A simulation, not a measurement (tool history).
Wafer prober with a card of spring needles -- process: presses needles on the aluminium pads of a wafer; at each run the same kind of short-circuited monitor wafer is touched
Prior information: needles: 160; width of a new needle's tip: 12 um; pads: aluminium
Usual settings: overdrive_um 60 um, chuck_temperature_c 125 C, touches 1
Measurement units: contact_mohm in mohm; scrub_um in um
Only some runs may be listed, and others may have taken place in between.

run   hour  overdrive_um  chuck_temperature_c  touches  contact_mohm  scrub_um
  1      0            60                  125        1           206     15.28
  2   16.2            60                  125        1           215     15.31
        35  -- tips cleaned on abrasive film
  3   42.8            60                  125        1           205     15.33
  4     67            60                  125        1           215     15.26
      78.1  -- tips cleaned on abrasive film
  5   87.3            60                  125        1           201     15.34
  6    117            60                  125        1           216     15.32
     121.2  -- tips cleaned on abrasive film
  7    138            60                  125        1           211     15.22
  8  161.2            60                  125        1           217     15.26
     163.9  -- tips cleaned on abrasive film
  9  185.8            60                   59        1           202     15.15
     206.9  -- tips cleaned on abrasive film
 10  216.8            60                   59        1           195     15.23
 11  245.4            50                   59        1           215     12.45
     249.3  -- tips cleaned on abrasive film
 12  259.5            60                  125        1           205     15.13
 13  282.6            60                  125        1           211     15.14
     292.2  -- tips cleaned on abrasive film
 14  296.5            60                  125        1           203     15.06
     306.5  -- height of the first contact set anew
 15  313.7            60                  125        1           211     15.77
 16  329.1            61                  125        1           214     15.92
     336.9  -- tips cleaned on abrasive film
 17    342            61                  125        1           202     15.94
 18  356.2            61                   35        2           186     15.78
 19    377            61                   35        2           190     15.93
     380.8  -- tips cleaned on abrasive film
 20  401.3            44                   42        3           194     11.46
 21  418.2            73                   42        3           184     19.08
     424.7  -- tips cleaned on abrasive film
 22  445.4            60                   34        1           196     15.53
     467.8  -- tips cleaned on abrasive film
 23  472.2            42                   28        1           191     10.85
 24  500.4            42                   28        1           216     10.86
     511.2  -- tips cleaned on abrasive film
 25  531.4            72                  114        1           205     18.54
     555.3  -- tips cleaned on abrasive film
 26  562.2            72                  114        1           203     18.63
 27  591.5            72                  114        1           209     18.69
     598.5  -- tips cleaned on abrasive film
 28  616.4            72                  114        1           201     18.58
 29  631.4            45                   50        1           213     11.58
     642.5  -- tips cleaned on abrasive film
 30    659            49                  125        1           215     12.66
 31  675.5            49                  125        1           221     12.55
     686.8  -- tips cleaned on abrasive film
 32  698.7            42                  125        2           211     10.75
 33  720.2            42                  125        2           218     10.74
     731.6  -- tips cleaned on abrasive film
 34  747.9            47                   39        3           189     12.02

Forecast each of these 4 alternatives for the next run:
     774.8  -- tips cleaned on abrasive film
  A  778.6            61                   68        1             ?         ?
     774.8  -- tips cleaned on abrasive film
  B  778.6            60                  125        2             ?         ?
     774.8  -- tips cleaned on abrasive film
  C  778.6            74                  125        1             ?         ?
     774.8  -- tips cleaned on abrasive film
  D  778.6            75                  125        1             ?         ?

run  contact_mohm  scrub_um
  A           193     15.63
  B           201     15.37
  C           201     19.08
  D           195     19.39
With no hidden state in the tool, these same runs would have given:
run  contact_mohm  scrub_um
  A           188     15.86
  B           198      15.6
  C           198     19.31
  D           191     19.63
